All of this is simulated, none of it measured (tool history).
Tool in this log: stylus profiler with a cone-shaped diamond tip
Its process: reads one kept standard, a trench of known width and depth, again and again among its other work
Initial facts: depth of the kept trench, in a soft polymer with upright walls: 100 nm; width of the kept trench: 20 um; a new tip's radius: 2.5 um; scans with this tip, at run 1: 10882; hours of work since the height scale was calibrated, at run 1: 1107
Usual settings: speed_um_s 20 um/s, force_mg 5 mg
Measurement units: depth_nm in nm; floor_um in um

run,hour,speed_um_s,force_mg,scans with this tip,hours of work since the height scale was calibrated,depth_nm,floor_um
1,0,20,5,10882,1107,101.46,17.93
2,35,20,5,11112,1130,101.41,18
3,83,20,8.54,11427,1162,101.82,17.93
4,115.8,10,5,11643,1184,101.41,17.91
5,169.1,10,5,11993,1220,101.47,17.95
# hour 195.6: height scale calibrated on a step standard
6,208,10,5,12245,8,100.77,17.93
7,255.9,10,5,12560,40,100.77,17.86
8,318.1,10,5,12969,82,100.84,17.88
9,352.9,20,5,13197,105,100.76,17.95
10,407.4,20,5,13555,142,100.71,17.85
11,436.4,20,5,13746,161,100.85,17.86
12,468,20,5,13954,182,100.86,17.87
13,522.6,20,5,14312,219,100.91,17.79
14,577,13,5,14670,255,100.85,17.82
15,627.6,20,5,15003,289,100.95,17.72
16,659.3,20,5,15211,310,100.97,17.82
17,710.4,20,5,15546,344,100.92,17.75
18,753.2,20,5,15828,373,100.97,17.72
19,785.9,20,5,16043,395,100.92,17.71
20,832.7,7,5,16350,426,100.92,17.77
21,872.1,20,5,16609,452,101.07,17.74
22,902.5,20,5,16809,472,100.98,17.64
23,938.5,20,5,17046,497,101.06,17.69
24,980.1,75,4.34,17319,524,100.99,17.52
25,1021.8,75,4.41,17593,552,100.8,17.55
26,1059.1,75,4.41,17838,577,101.03,17.45
27,1121.4,51,3.16,18248,619,100.82,17.6
28,1175.1,51,3.16,18600,655,100.8,17.54
29,1207.5,51,3.16,18813,676,100.71,17.51
30,1236,9,1.77,19000,695,100.73,17.65
31,1301.3,9,1.77,19430,739,100.62,17.63
32,1352.2,9,1.77,19764,773,100.76,17.6
33,1406.1,9,1.77,20119,809,100.86,17.59
34,1432.8,21,8.28,20294,827,101.6,17.62
35,1477.5,21,8.28,20588,857,101.67,17.63
36,1522.4,62,2.55,20882,887,100.94,17.34
37,1567.9,10,1.82,21181,917,100.75,17.54
38,1595.2,10,1.82,21361,935,100.79,17.49
39,1621.8,10,1.82,21536,953,100.78,17.53
40,1684.9,51,5,21950,995,101.14,17.42
41,1722.5,40,7.41,22197,1020,101.48,17.49
42,1782.8,40,7.41,22594,1061,101.69,17.41
43,1820.5,66,11.07,22842,1086,101.91,17.43
44,1884.8,66,11.07,23264,1129,101.95,17.41
45,1925.4,56,3.26,23531,1156,101.04,17.31

Each row is a separate what-if for the run after 45, all from the same tool condition, not one after another. Results?
A,1963.8,6,3.05,23783,1182,?,?
B,1963.8,47,4.7,23783,1182,?,?
C,1963.8,66,5,23783,1182,?,?
D,1963.8,9,14.97,23783,1182,?,?

run,depth_nm,floor_um
A,101.2,17.53
B,101.29,17.36
C,101.34,17.35
D,102.3,17.46
Take away the tool's hidden state, keep each run's random variation, and the runs would have read:
run,depth_nm,floor_um
A,100.68,18.64
B,100.77,18.46
C,100.82,18.45
D,101.78,18.56
